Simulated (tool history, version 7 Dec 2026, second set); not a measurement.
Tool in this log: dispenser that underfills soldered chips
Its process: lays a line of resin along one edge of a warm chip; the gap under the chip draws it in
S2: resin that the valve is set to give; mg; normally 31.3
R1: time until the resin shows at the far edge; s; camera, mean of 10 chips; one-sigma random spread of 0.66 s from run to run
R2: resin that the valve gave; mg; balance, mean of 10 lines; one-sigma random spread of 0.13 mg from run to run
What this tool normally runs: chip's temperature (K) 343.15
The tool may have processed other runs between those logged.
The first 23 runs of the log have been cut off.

{"hour": 257.6, "done": "new syringe of resin"}
{"run": 24, "hour": 261.6, "chip's temperature (K)": 337.15, "S2": 32, "R1": 102.5, "R2": 29.71}
{"hour": 266.3, "done": "new syringe of resin"}
{"run": 25, "hour": 268.6, "chip's temperature (K)": 337.15, "S2": 32, "R1": 97.1, "R2": 29.64}
{"hour": 275.4, "done": "new syringe of resin"}
{"run": 26, "hour": 275.4, "chip's temperature (K)": 341.15, "S2": 31.3, "R1": 71.1, "R2": 28.81}
{"hour": 280.9, "done": "dispensing valve cleaned and set on the balance"}
{"hour": 285.5, "done": "new syringe of resin"}
{"run": 27, "hour": 288.2, "chip's temperature (K)": 341.15, "S2": 32.2, "R1": 77.9, "R2": 32.14}
{"hour": 294.7, "done": "new syringe of resin"}
{"run": 28, "hour": 302.2, "chip's temperature (K)": 341.15, "S2": 32.2, "R1": 96.1, "R2": 31.66}
{"hour": 303.4, "done": "new syringe of resin"}
{"run": 29, "hour": 309.8, "chip's temperature (K)": 334.15, "S2": 28.2, "R1": 141.7, "R2": 27.62}
{"hour": 312.5, "done": "new syringe of resin"}
{"hour": 321.4, "done": "new syringe of resin"}
{"run": 30, "hour": 324.6, "chip's temperature (K)": 332.15, "S2": 27.8, "R1": 138.6, "R2": 27.34}
{"hour": 330.9, "done": "new syringe of resin"}
{"run": 31, "hour": 333.3, "chip's temperature (K)": 332.15, "S2": 27.8, "R1": 133.1, "R2": 27}
{"hour": 340.4, "done": "new syringe of resin"}
{"run": 32, "hour": 344.5, "chip's temperature (K)": 332.15, "S2": 27.8, "R1": 143, "R2": 26.73}
{"hour": 349.3, "done": "new syringe of resin"}
{"run": 33, "hour": 353.2, "chip's temperature (K)": 343.15, "S2": 28.4, "R1": 78.7, "R2": 27.3}
{"hour": 358.1, "done": "new syringe of resin"}
{"run": 34, "hour": 364.5, "chip's temperature (K)": 343.15, "S2": 28.6, "R1": 87.1, "R2": 27.45}
{"hour": 366.8, "done": "new syringe of resin"}
{"run": 35, "hour": 372.4, "chip's temperature (K)": 337.15, "S2": 35.5, "R1": 111.9, "R2": 33.53}

What if the next run were any one of these 3? Each begins from the tool's condition after run 35:
{"hour": 375.5, "done": "new syringe of resin"}
{"hour": 384.8, "done": "new syringe of resin"}
{"run": "A", "hour": 387.4, "chip's temperature (K)": 355.15, "S2": 29.9, "R1": "?", "R2": "?"}
{"hour": 375.5, "done": "new syringe of resin"}
{"hour": 384.8, "done": "new syringe of resin"}
{"run": "B", "hour": 387.4, "chip's temperature (K)": 341.15, "S2": 35.5, "R1": "?", "R2": "?"}
{"hour": 375.5, "done": "new syringe of resin"}
{"hour": 384.8, "done": "new syringe of resin"}
{"run": "C", "hour": 387.4, "chip's temperature (K)": 337.15, "S2": 27, "R1": "?", "R2": "?"}

run=A R1=40.2 R2=28.26
run=B R1=79.5 R2=33.36
run=C R1=106.3 R2=25.24
Take away the tool's hidden state, keep each run's random variation, and the runs would have read:
run=A R1=32.4 R2=30.14
run=B R1=64.1 R2=35.57
run=C R1=84.1 R2=26.91

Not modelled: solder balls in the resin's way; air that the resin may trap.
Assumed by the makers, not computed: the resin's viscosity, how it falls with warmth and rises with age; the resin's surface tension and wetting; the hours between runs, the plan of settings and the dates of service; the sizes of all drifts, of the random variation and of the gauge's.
